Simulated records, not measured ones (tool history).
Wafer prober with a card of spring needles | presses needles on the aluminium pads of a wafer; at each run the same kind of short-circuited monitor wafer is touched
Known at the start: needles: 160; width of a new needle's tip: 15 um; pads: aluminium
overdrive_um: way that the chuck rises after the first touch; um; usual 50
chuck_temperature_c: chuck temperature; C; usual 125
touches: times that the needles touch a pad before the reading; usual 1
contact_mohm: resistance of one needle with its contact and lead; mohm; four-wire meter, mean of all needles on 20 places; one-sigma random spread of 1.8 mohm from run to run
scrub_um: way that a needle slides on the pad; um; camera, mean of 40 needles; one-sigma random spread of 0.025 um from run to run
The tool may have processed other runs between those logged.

{"run": 1, "hour": 0.0, "overdrive_um": 50, "chuck_temperature_c": 125, "touches": 1, "contact_mohm": 211, "scrub_um": 9.13}
{"run": 2, "hour": 15.8, "overdrive_um": 54, "chuck_temperature_c": 125, "touches": 1, "contact_mohm": 260, "scrub_um": 9.86}
{"run": 3, "hour": 33.0, "overdrive_um": 47, "chuck_temperature_c": 125, "touches": 1, "contact_mohm": 371, "scrub_um": 8.81}
{"run": 4, "hour": 59.4, "overdrive_um": 50, "chuck_temperature_c": 125, "touches": 1, "contact_mohm": 351, "scrub_um": 9.36}
{"run": 5, "hour": 79.6, "overdrive_um": 50, "chuck_temperature_c": 102, "touches": 1, "contact_mohm": 364, "scrub_um": 9.34}
{"run": 6, "hour": 94.0, "overdrive_um": 50, "chuck_temperature_c": 102, "touches": 1, "contact_mohm": 354, "scrub_um": 9.28}
{"run": 7, "hour": 111.1, "overdrive_um": 50, "chuck_temperature_c": 102, "touches": 1, "contact_mohm": 193, "scrub_um": 9.3}
{"run": 8, "hour": 130.0, "overdrive_um": 50, "chuck_temperature_c": 97, "touches": 1, "contact_mohm": 396, "scrub_um": 9.27}
{"run": 9, "hour": 150.7, "overdrive_um": 50, "chuck_temperature_c": 97, "touches": 1, "contact_mohm": 392, "scrub_um": 9.23}
{"run": 10, "hour": 166.7, "overdrive_um": 51, "chuck_temperature_c": 97, "touches": 1, "contact_mohm": 206, "scrub_um": 9.44}

Between the runs listed above, the log contained 25 entries, not reproduced here. Where in the sequence does each belong, and how does what the log doesn't record of the tool's condition differ from the listed run before to the listed run after?
Runs 1 to 2: tips cleaned on abrasive film (hour 7.5); tips cleaned on abrasive film (hour 14.8)
  debris on the tips, nm: 18.9 -> 65.5; way that the needles fall short of the set height, um: 1.41 -> 1.5; tips' diameter, um: 15.49 -> 15.52
  measured value less the no-hidden-state value, contact_mohm: +30 -> +84 mohm; scrub_um: -0.26 -> -0.28 um
Runs 2 to 3: tips cleaned on abrasive film (hour 21.8); tips cleaned on abrasive film (hour 29.2); height of the first contact set anew (hour 33.0)
  debris on the tips, nm: 65.5 -> 121.6; way that the needles fall short of the set height, um: 1.5 -> 0; tips' diameter, um: 15.52 -> 15.55
  measured value less the no-hidden-state value, contact_mohm: +84 -> +187 mohm; scrub_um: -0.28 -> +0.00 um
Runs 3 to 4: tips cleaned on abrasive film (hour 36.1); tips cleaned on abrasive film (hour 42.2); tips cleaned on abrasive film (hour 49.5); tips cleaned on abrasive film (hour 55.5)
  debris on the tips, nm: 121.6 -> 121.8; way that the needles fall short of the set height, um: 0 -> 0.18; tips' diameter, um: 15.55 -> 15.61
  measured value less the no-hidden-state value, contact_mohm: +187 -> +170 mohm; scrub_um: +0.00 -> -0.03 um
Runs 4 to 5: tips cleaned on abrasive film (hour 62.3); tips cleaned on abrasive film (hour 69.7); tips cleaned on abrasive film (hour 75.7)
  debris on the tips, nm: 121.8 -> 126.7; way that the needles fall short of the set height, um: 0.18 -> 0.3; tips' diameter, um: 15.61 -> 15.65
  measured value less the no-hidden-state value, contact_mohm: +170 -> +187 mohm; scrub_um: -0.03 -> -0.06 um
Runs 5 to 6: tips cleaned on abrasive film (hour 82.7); tips cleaned on abrasive film (hour 90.1)
  debris on the tips, nm: 126.7 -> 122.6; way that the needles fall short of the set height, um: 0.3 -> 0.38; tips' diameter, um: 15.65 -> 15.68
  measured value less the no-hidden-state value, contact_mohm: +187 -> +180 mohm; scrub_um: -0.06 -> -0.07 um
Runs 6 to 7: tips cleaned on abrasive film (hour 97.0); tips cleaned on abrasive film (hour 104.3); tips cleaned on abrasive film (hour 111.1)
  debris on the tips, nm: 122.6 -> 9.4; way that the needles fall short of the set height, um: 0.38 -> 0.53; tips' diameter, um: 15.68 -> 15.73
  measured value less the no-hidden-state value, contact_mohm: +180 -> +17 mohm; scrub_um: -0.07 -> -0.10 um
Runs 7 to 8: tips cleaned on abrasive film (hour 118.6); tips cleaned on abrasive film (hour 124.7)
  debris on the tips, nm: 9.4 -> 143.6; way that the needles fall short of the set height, um: 0.53 -> 0.62; tips' diameter, um: 15.73 -> 15.77
  measured value less the no-hidden-state value, contact_mohm: +17 -> +220 mohm; scrub_um: -0.10 -> -0.12 um
Runs 8 to 9: tips cleaned on abrasive film (hour 131.6); tips cleaned on abrasive film (hour 138.9); tips cleaned on abrasive film (hour 146.1)
  debris on the tips, nm: 143.6 -> 140.4; way that the needles fall short of the set height, um: 0.62 -> 0.76; tips' diameter, um: 15.77 -> 15.81
  measured value less the no-hidden-state value, contact_mohm: +220 -> +217 mohm; scrub_um: -0.12 -> -0.14 um
Runs 9 to 10: tips cleaned on abrasive film (hour 152.3); tips cleaned on abrasive film (hour 159.4); tips cleaned on abrasive film (hour 166.5)
  debris on the tips, nm: 140.4 -> 19.2; way that the needles fall short of the set height, um: 0.76 -> 0.91; tips' diameter, um: 15.81 -> 15.87
  measured value less the no-hidden-state value, contact_mohm: +217 -> +32 mohm; scrub_um: -0.14 -> -0.17 um
